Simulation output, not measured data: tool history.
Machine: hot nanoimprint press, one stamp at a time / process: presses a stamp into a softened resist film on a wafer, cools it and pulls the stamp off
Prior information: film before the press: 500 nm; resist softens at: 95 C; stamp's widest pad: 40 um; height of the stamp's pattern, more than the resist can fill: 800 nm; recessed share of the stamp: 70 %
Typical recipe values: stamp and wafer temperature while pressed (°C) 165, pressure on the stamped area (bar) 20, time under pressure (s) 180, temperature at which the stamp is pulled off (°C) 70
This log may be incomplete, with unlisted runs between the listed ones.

run	day	stamp and wafer temperature while pressed (°C)	pressure on the stamped area (bar)	time under pressure (s)	temperature at which the stamp is pulled off (°C)	resist left under the stamp's widest pad (nm)	greatest force while the stamp is pulled off (N)
1	0	165	20	180	70	231.4	224
2	0.483	165	20	180	70	232.3	231
3	0.8	165	20	180	70	231.9	225
4	1.354	165	20	180	70	232.6	231
5	1.617	165	20	180	70	233.7	228
6	2.033	165	20	180	70	232.1	226
7	2.288	165	20	180	70	233.2	228
8	2.617	176	20	180	70	165.9	233
9	3.075	165	20	180	70	234.3	229
10	3.462	165	20	136	70	257.2	221
11	3.929	165	20	136	70	258.7	226
12	4.488	156	20	180	70	308.5	229
13	5.062	165	20	180	70	234.6	229
14	5.542	155	20	180	70	319.3	236
15	5.975	155	20	180	70	320.1	233
16	6.462	156	20	180	72	311.2	213
17	6.817	165	20.6	110	62	276.6	271
18	7.296	165	20	134	57	263.4	313
19	7.867	173	29.3	134	57	173	314
20	8.229	173	29.3	134	57	173.8	301
21	8.529	165	20	146	70	255.9	228
22	9.071	165	20	146	70	255.5	234
23	9.488	154	20	92	75	390.9	197
# day 9.825: stamp cleaned and given a new release coat
# day 9.854: gauge calibrated
24	10	173	20	152	75	193.2	193
25	10.558	160	25.5	152	75	259.3	199
26	11.1	165	20	180	70	233.4	224
27	11.45	165	25.9	311	73	165.4	215
28	11.912	154	25.9	252	73	264.8	212
29	12.233	154	25.9	252	73	265.1	210

Some steps in resist left under the stamp's widest pad (nm), run to run, broken into two amounts with sign: the step expected even without the hidden condition (settings, incoming material, random variation), and the rest, left for the hidden condition together with whatever gauge scatter is not in both the measured and the hidden-condition-free result:
Hidden state at play: true temperature over the reading, C; pressure that arrives at the usual setting, %; grip of the stamp's worn release coat, % over a new coat's; drift of the gauge itself on residual_nm, %; drift of the gauge itself on pull_off_n, %.
Run 22 -> 23: stamp and wafer temperature while pressed (°C) 165 -> 154, time under pressure (s) 146 -> 92, temperature at which the stamp is pulled off (°C) 70 -> 75. resist left under the stamp's widest pad (nm) +135.4: hidden state +3.4, all else +132.
Run 23 -> 24: stamp and wafer temperature while pressed (°C) 154 -> 173, time under pressure (s) 92 -> 152, stamp cleaned and given a new release coat, gauge calibrated. resist left under the stamp's widest pad (nm) -197.7: hidden state -9, all else -188.7.
